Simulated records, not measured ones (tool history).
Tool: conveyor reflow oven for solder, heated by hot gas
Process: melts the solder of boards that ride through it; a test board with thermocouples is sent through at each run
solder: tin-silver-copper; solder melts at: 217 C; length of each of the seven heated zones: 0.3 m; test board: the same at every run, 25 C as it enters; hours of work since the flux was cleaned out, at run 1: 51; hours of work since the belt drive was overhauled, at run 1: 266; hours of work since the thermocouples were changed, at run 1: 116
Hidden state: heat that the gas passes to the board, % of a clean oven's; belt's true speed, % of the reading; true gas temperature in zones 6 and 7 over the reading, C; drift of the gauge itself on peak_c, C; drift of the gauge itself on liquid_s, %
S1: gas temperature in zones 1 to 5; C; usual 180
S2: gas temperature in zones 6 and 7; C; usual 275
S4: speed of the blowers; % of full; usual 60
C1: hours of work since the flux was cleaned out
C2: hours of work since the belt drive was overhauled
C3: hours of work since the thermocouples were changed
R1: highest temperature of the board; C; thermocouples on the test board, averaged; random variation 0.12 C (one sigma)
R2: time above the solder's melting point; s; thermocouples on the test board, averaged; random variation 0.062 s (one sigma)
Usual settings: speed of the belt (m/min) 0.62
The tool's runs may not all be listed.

Run 1, hour 0: usual settings; C1 51; C2 266; C3 116. Result: R1 258.7 C, R2 48.28 s.
Run 2, hour 20.5: usual settings; C1 64; C2 279; C3 129. Result: R1 258.8 C, R2 48.36 s.
Run 3, hour 41.3: usual settings; C1 77; C2 292; C3 143. Result: R1 259 C, R2 48.44 s.
Run 4, hour 62.7: usual settings; C1 91; C2 306; C3 157. Result: R1 258.6 C, R2 48.32 s.
Run 5, hour 81.4: usual settings; C1 103; C2 318; C3 168. Result: R1 258.7 C, R2 48.26 s.
Run 6, hour 93.7: usual settings; C1 111; C2 326; C3 176. Result: R1 258.7 C, R2 48.33 s.
Run 7, hour 111: usual settings; C1 122; C2 337; C3 187. Result: R1 258.6 C, R2 48.38 s.
Run 8, hour 121.2: usual settings but S1 177 C; C1 128; C2 344; C3 194. Result: R1 258.1 C, R2 47.31 s.
Run 9, hour 136.4: usual settings but S4 70 % of full; C1 138; C2 353; C3 204. Result: R1 261.1 C, R2 49.64 s.
Run 10, hour 148.2: usual settings but S1 183 C; C1 145; C2 361; C3 211. Result: R1 259.2 C, R2 49.41 s.
Run 11, hour 168.3: usual settings but S1 183 C; C1 158; C2 374; C3 224. Result: R1 259.1 C, R2 49.57 s.
Run 12, hour 189.6: usual settings but S1 174 C; C1 172; C2 388; C3 238. Result: R1 257.7 C, R2 46.16 s.
Run 13, hour 212: usual settings but S1 174 C; C1 186; C2 402; C3 252. Result: R1 257.4 C, R2 46.14 s.
Run 14, hour 234.9: usual settings but S1 174 C; C1 201; C2 417; C3 267. Result: R1 257.6 C, R2 46.18 s.
At hour 244.6: flux residue cleaned out of gas plates and filters.
Run 15, hour 249.5: usual settings but S1 174 C; C1 3; C2 423; C3 273. Result: R1 257.6 C, R2 46.21 s.
Run 16, hour 271.4: usual settings but S1 177 C; C1 17; C2 437; C3 287. Result: R1 258.3 C, R2 47.21 s.
Run 17, hour 288.9: usual settings but S1 177 C; C1 28; C2 448; C3 298. Result: R1 258.2 C, R2 47.21 s.
Run 18, hour 306.8: usual settings but S2 263 C, speed of the belt (m/min) 0.69; C1 40; C2 459; C3 310. Result: R1 244.9 C, R2 35.53 s.
Run 19, hour 328: usual settings but S2 270 C, speed of the belt (m/min) 0.647, S4 50 % of full; C1 53; C2 473; C3 323. Result: R1 249.7 C, R2 40.92 s.
Run 20, hour 346.8: usual settings but S2 273 C, speed of the belt (m/min) 0.508; C1 65; C2 485; C3 335. Result: R1 262.7 C, R2 62.05 s.
Run 21, hour 356.6: usual settings but S1 179 C, S2 273 C, speed of the belt (m/min) 0.508, S4 64 % of full; C1 72; C2 491; C3 342. Result: R1 263.2 C, R2 62.1 s.
Run 22, hour 368: usual settings but S1 179 C, S2 273 C, speed of the belt (m/min) 0.508, S4 64 % of full; C1 79; C2 499; C3 349. Result: R1 263.2 C, R2 62.12 s.
Run 23, hour 390.3: usual settings but S1 179 C, S2 273 C, speed of the belt (m/min) 0.508, S4 64 % of full; C1 93; C2 513; C3 363. Result: R1 263.5 C, R2 62.22 s.
Run 24, hour 400.6: usual settings but speed of the belt (m/min) 0.628, S4 53 % of full; C1 100; C2 519; C3 370. Result: R1 256 C, R2 46.18 s.
Run 25, hour 420.2: usual settings but speed of the belt (m/min) 0.547, S4 85 % of full; C1 112; C2 532; C3 382. Result: R1 266.7 C, R2 59.44 s.
Run 26, hour 438.9: usual settings but S1 185 C, S2 271 C, S4 63 % of full; C1 124; C2 544; C3 394. Result: R1 256.7 C, R2 49.17 s.
Run 27, hour 450.5: usual settings but S2 270 C; C1 132; C2 551; C3 402. Result: R1 254.3 C, R2 46.26 s.
Run 28, hour 461.1: usual settings; C1 139; C2 558; C3 409. Result: R1 258.6 C, R2 48.32 s.
Run 29, hour 479: usual settings; C1 150; C2 570; C3 420. Result: R1 258.7 C, R2 48.32 s.
Run 30, hour 491.3: usual settings but S1 171 C, S2 264 C, S4 90 % of full; C1 158; C2 578; C3 428. Result: R1 253.3 C, R2 44.62 s.

Hidden state at the last listed run before each entry between runs and at the first one after, where it differs:
Between runs 14 and 15: flux residue cleaned out of gas plates and filters (hour 244.6)
  heat that the gas passes to the board, % of a clean oven's: 99.8 -> 100

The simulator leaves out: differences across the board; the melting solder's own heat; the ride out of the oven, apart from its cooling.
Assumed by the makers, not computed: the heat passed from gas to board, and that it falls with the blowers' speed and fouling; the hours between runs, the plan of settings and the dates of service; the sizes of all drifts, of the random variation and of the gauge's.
